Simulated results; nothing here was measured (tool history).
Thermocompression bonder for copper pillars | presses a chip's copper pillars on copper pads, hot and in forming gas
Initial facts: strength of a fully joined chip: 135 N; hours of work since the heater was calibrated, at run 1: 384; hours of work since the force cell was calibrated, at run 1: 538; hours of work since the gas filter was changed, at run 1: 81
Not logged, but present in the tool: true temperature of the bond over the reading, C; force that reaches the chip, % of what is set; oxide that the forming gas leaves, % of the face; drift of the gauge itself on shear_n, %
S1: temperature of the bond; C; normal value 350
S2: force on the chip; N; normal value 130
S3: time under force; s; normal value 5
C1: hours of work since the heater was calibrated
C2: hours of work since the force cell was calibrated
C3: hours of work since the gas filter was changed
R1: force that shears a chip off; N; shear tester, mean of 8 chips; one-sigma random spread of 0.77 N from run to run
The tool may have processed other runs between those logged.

| run | hour | S1 | S2 | S3 | C1 | C2 | C3 | R1 |
|---|---|---|---|---|---|---|---|---|
| 1 | 0 | 350 | 130 | 5 | 384 | 538 | 81 | 56.7 |
| 2 | 22.6 | 350 | 130 | 5 | 397 | 551 | 94 | 56.3 |
| 3 | 41.9 | 350 | 130 | 5 | 408 | 562 | 105 | 56.9 |
| 4 | 59.5 | 350 | 130 | 5 | 419 | 572 | 115 | 57.9 |
| 5 | 85.9 | 350 | 130 | 5 | 434 | 588 | 130 | 54.9 |
| 6 | 103.7 | 350 | 130 | 5 | 444 | 598 | 141 | 56 |
| 7 | 117.2 | 350 | 130 | 5 | 452 | 606 | 149 | 57 |
| 8 | 135.9 | 350 | 130 | 5 | 463 | 617 | 160 | 54.6 |
| 9 | 154.2 | 350 | 130 | 5 | 474 | 627 | 170 | 56 |
| 10 | 173.2 | 350 | 130 | 6 | 485 | 638 | 181 | 60.7 |
| 11 | 189.6 | 350 | 130 | 6 | 494 | 648 | 191 | 57.7 |
| 12 | 206.5 | 350 | 130 | 6 | 504 | 658 | 201 | 57.7 |
| 13 | 221.1 | 350 | 137 | 5 | 513 | 666 | 209 | 57.9 |
| 14 | 238.5 | 350 | 137 | 5 | 523 | 676 | 219 | 57.9 |
| 15 | 251.6 | 379 | 130 | 5 | 530 | 684 | 227 | 65.1 |
|  | 254.8 | force cell calibrated |
| 16 | 265.9 | 350 | 130 | 5 | 538 | 6 | 234 | 55.9 |
| 17 | 282.1 | 350 | 130 | 5 | 547 | 16 | 244 | 54.9 |
| 18 | 306.7 | 350 | 130 | 5 | 562 | 30 | 258 | 54.6 |
| 19 | 326.6 | 350 | 130 | 5 | 573 | 42 | 270 | 53.7 |
| 20 | 348.8 | 369 | 130 | 5 | 586 | 55 | 282 | 61.1 |
|  | 360.1 | heater calibrated with a thermocouple chip |
| 21 | 373.8 | 369 | 130 | 5 | 8 | 68 | 296 | 63 |
| 22 | 391.5 | 369 | 130 | 5 | 18 | 78 | 306 | 63.2 |
|  | 411.3 | force cell calibrated, once more |
| 23 | 416.5 | 374 | 79 | 5 | 32 | 3 | 320 | 44.7 |
| 24 | 433.3 | 353 | 126 | 5 | 42 | 13 | 330 | 53.9 |
|  | 441 | forming gas filter changed |
| 25 | 457.6 | 353 | 160 | 5 | 56 | 27 | 10 | 68.8 |
| 26 | 481.1 | 334 | 113 | 4 | 69 | 40 | 23 | 43.2 |
| 27 | 495.7 | 352 | 130 | 12 | 78 | 49 | 32 | 80.8 |
| 28 | 518.4 | 336 | 93 | 5 | 91 | 62 | 45 | 39.6 |
| 29 | 541 | 350 | 130 | 11 | 104 | 75 | 58 | 75.1 |
| 30 | 552.7 | 327 | 130 | 6 | 111 | 82 | 65 | 52.7 |
| 31 | 572.6 | 327 | 130 | 6 | 122 | 94 | 77 | 51.3 |
| 32 | 585.7 | 327 | 130 | 6 | 130 | 101 | 84 | 52.2 |
| 33 | 610.2 | 350 | 142 | 5 | 144 | 115 | 98 | 60.5 |
| 34 | 623.1 | 350 | 142 | 5 | 152 | 123 | 106 | 61.1 |
| 35 | 634.2 | 332 | 108 | 3 | 158 | 129 | 112 | 35.1 |
| 36 | 647.2 | 337 | 140 | 8 | 166 | 137 | 120 | 63.4 |
| 37 | 657.9 | 359 | 154 | 5 | 172 | 143 | 126 | 68.4 |
| 38 | 672.4 | 350 | 108 | 10 | 180 | 152 | 135 | 63.9 |
| 39 | 698.6 | 373 | 79 | 3 | 196 | 167 | 150 | 38.7 |

3 ways to go on from here, each from the tool as it stands after run 39. What would each give?
| A | 722.6 | 331 | 124 | 6 | 210 | 181 | 164 | ? |
| B | 722.6 | 350 | 85 | 5 | 210 | 181 | 164 | ? |
| C | 722.6 | 324 | 89 | 3 | 210 | 181 | 164 | ? |

| run | R1 |
|---|---|
| A | 51.1 |
| B | 42.3 |
| C | 28.2 |
Had the tool no hidden state, the same runs would have come out as:
| run | R1 |
|---|---|
| A | 53.8 |
| B | 44.5 |
| C | 29.7 |
